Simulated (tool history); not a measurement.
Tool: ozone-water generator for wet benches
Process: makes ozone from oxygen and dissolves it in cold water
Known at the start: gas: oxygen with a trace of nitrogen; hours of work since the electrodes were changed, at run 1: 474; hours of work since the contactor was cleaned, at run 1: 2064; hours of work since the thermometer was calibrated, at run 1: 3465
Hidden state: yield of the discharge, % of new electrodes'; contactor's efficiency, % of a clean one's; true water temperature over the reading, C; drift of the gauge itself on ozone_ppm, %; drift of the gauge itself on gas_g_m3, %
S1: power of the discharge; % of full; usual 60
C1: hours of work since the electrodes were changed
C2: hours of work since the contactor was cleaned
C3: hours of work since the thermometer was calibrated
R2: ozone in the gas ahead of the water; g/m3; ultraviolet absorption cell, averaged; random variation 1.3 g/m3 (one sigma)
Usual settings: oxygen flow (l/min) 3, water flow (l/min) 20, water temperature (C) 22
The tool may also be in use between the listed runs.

Run 1, hour 0: usual settings; C1 474; C2 2064; C3 3465. Result: dissolved ozone (ppm) 19.3, R2 236.2 g/m3.
Run 2, hour 121.5: usual settings but oxygen flow (l/min) 1.57; C1 575; C2 2165; C3 3566. Result: dissolved ozone (ppm) 17.1, R2 337.8 g/m3.
Run 3, hour 201.3: usual settings; C1 642; C2 2231; C3 3633. Result: dissolved ozone (ppm) 19.6, R2 237.3 g/m3.
Run 4, hour 275.5: usual settings; C1 704; C2 2293; C3 3695. Result: dissolved ozone (ppm) 19.4, R2 240.4 g/m3.
Run 5, hour 390.5: usual settings but water temperature (C) 19; C1 800; C2 2389; C3 3791. Result: dissolved ozone (ppm) 20.1, R2 239 g/m3.
Run 6, hour 542.4: usual settings but water flow (l/min) 16; C1 926; C2 2516; C3 3917. Result: dissolved ozone (ppm) 23.3, R2 239.6 g/m3.
Run 7, hour 647.9: usual settings; C1 1014; C2 2603; C3 4005. Result: dissolved ozone (ppm) 19.3, R2 240.1 g/m3.
Run 8, hour 714.5: usual settings but S1 57 % of full; C1 1069; C2 2659; C3 4060. Result: dissolved ozone (ppm) 18.7, R2 230.4 g/m3.
Run 9, hour 868: usual settings but S1 57 % of full; C1 1197; C2 2787; C3 4188. Result: dissolved ozone (ppm) 18.5, R2 229.6 g/m3.
Run 10, hour 949.8: usual settings but S1 57 % of full, oxygen flow (l/min) 1.97; C1 1265; C2 2855; C3 4256. Result: dissolved ozone (ppm) 17.2, R2 294 g/m3.
At hour 1059.3: water thermometer calibrated.
Run 11, hour 1060.2: usual settings but S1 57 % of full, oxygen flow (l/min) 1.97; C1 1357; C2 2946; C3 1. Result: dissolved ozone (ppm) 17.2, R2 290.4 g/m3.
Run 12, hour 1152.9: usual settings but water flow (l/min) 17; C1 1434; C2 3024; C3 78. Result: dissolved ozone (ppm) 22.3, R2 243.3 g/m3.
Run 13, hour 1285: usual settings but oxygen flow (l/min) 2.39; C1 1544; C2 3134; C3 188. Result: dissolved ozone (ppm) 18.9, R2 276.7 g/m3.
Run 14, hour 1361.2: usual settings but oxygen flow (l/min) 2.39; C1 1608; C2 3197; C3 251. Result: dissolved ozone (ppm) 19, R2 276 g/m3.
Run 15, hour 1453.8: usual settings but oxygen flow (l/min) 3.97; C1 1685; C2 3274; C3 329. Result: dissolved ozone (ppm) 20, R2 212.8 g/m3.
At hour 1548.5: gauge calibrated.
Run 16, hour 1569.2: usual settings but water flow (l/min) 21; C1 1781; C2 3370; C3 425. Result: dissolved ozone (ppm) 18.8, R2 239.8 g/m3.
Run 17, hour 1681.7: usual settings but oxygen flow (l/min) 3.24; C1 1875; C2 3464; C3 518. Result: dissolved ozone (ppm) 19.3, R2 229.4 g/m3.
Run 18, hour 1761.5: usual settings but oxygen flow (l/min) 3.24; C1 1941; C2 3531; C3 585. Result: dissolved ozone (ppm) 19.5, R2 229.2 g/m3.
Run 19, hour 1877.9: usual settings but S1 66 % of full, oxygen flow (l/min) 5.15, water flow (l/min) 22, water temperature (C) 17; C1 2038; C2 3628; C3 682. Result: dissolved ozone (ppm) 21.9, R2 195.5 g/m3.
Run 20, hour 2017.2: usual settings but S1 42 % of full, oxygen flow (l/min) 2.83, water flow (l/min) 22, water temperature (C) 17; C1 2154; C2 3744; C3 798. Result: dissolved ozone (ppm) 13.7, R2 179.6 g/m3.
Run 21, hour 2174: usual settings but oxygen flow (l/min) 2.71, water flow (l/min) 12; C1 2285; C2 3874; C3 928. Result: dissolved ozone (ppm) 28.7, R2 255 g/m3.
Run 22, hour 2327.5: usual settings but S1 41 % of full, oxygen flow (l/min) 3.42, water flow (l/min) 28, water temperature (C) 23; C1 2412; C2 4002; C3 1056. Result: dissolved ozone (ppm) 10.5, R2 160.8 g/m3.
Run 23, hour 2470.7: usual settings but water flow (l/min) 22; C1 2532; C2 4121; C3 1176. Result: dissolved ozone (ppm) 17.8, R2 244.6 g/m3.
Run 24, hour 2596.1: usual settings but S1 47 % of full, water flow (l/min) 22; C1 2636; C2 4226; C3 1280. Result: dissolved ozone (ppm) 14.4, R2 195.2 g/m3.
Run 25, hour 2726.8: usual settings but S1 47 % of full, water flow (l/min) 22; C1 2745; C2 4335; C3 1389. Result: dissolved ozone (ppm) 14.4, R2 195.6 g/m3.
Run 26, hour 2886.5: usual settings but S1 46 % of full, oxygen flow (l/min) 3.62, water flow (l/min) 12, water temperature (C) 15; C1 2878; C2 4468; C3 1522. Result: dissolved ozone (ppm) 25.1, R2 174.7 g/m3.
Run 27, hour 3036: usual settings but S1 49 % of full, water temperature (C) 18; C1 3003; C2 4592; C3 1646. Result: dissolved ozone (ppm) 17.1, R2 203 g/m3.
Run 28, hour 3183.2: usual settings but oxygen flow (l/min) 4.25, water temperature (C) 17; C1 3125; C2 4715; C3 1769. Result: dissolved ozone (ppm) 21.3, R2 204.4 g/m3.
Run 29, hour 3339.9: usual settings but oxygen flow (l/min) 4.25, water temperature (C) 17; C1 3256; C2 4845; C3 1900. Result: dissolved ozone (ppm) 21.3, R2 203.2 g/m3.
Run 30, hour 3478.1: usual settings but oxygen flow (l/min) 4.25, water temperature (C) 17; C1 3371; C2 4960; C3 2015. Result: dissolved ozone (ppm) 21.5, R2 200.7 g/m3.
Run 31, hour 3614.9: usual settings but oxygen flow (l/min) 4.25, water temperature (C) 17; C1 3485; C2 5074; C3 2129. Result: dissolved ozone (ppm) 21.1, R2 205.7 g/m3.
Run 32, hour 3702.5: usual settings but oxygen flow (l/min) 4.25, water temperature (C) 17; C1 3558; C2 5147; C3 2202. Result: dissolved ozone (ppm) 21.3, R2 206.1 g/m3.
Run 33, hour 3783.6: usual settings but oxygen flow (l/min) 4.25, water temperature (C) 17; C1 3625; C2 5215; C3 2269. Result: dissolved ozone (ppm) 21.4, R2 206 g/m3.
Run 34, hour 3938.2: usual settings but water flow (l/min) 26; C1 3754; C2 5344; C3 2398. Result: dissolved ozone (ppm) 15.3, R2 248 g/m3.

3 ways to go on from here, each from the tool as it stands after run 34. What would each give?
Run A, hour 4055.7: usual settings but S1 75 % of full, water flow (l/min) 21; C1 3852; C2 5442; C3 2496. Result: dissolved ozone (ppm) ?, R2 ?.
Run B, hour 4055.7: usual settings but S1 75 % of full, water flow (l/min) 25, water temperature (C) 21; C1 3852; C2 5442; C3 2496. Result: dissolved ozone (ppm) ?, R2 ?.
Run C, hour 4055.7: usual settings but S1 97 % of full, oxygen flow (l/min) 2.74, water flow (l/min) 26; C1 3852; C2 5442; C3 2496. Result: dissolved ozone (ppm) ?, R2 ?.

run  dissolved ozone (ppm)     R2
  A                   22.8  303.6
  B                   19.5  303.7
  C                   23.3  401.1
Without the tool's hidden state the same runs would have given:
run  dissolved ozone (ppm)     R2
  A                   22.8  289.9
  B                   19.6  290.1
  C                   23.3  383.2
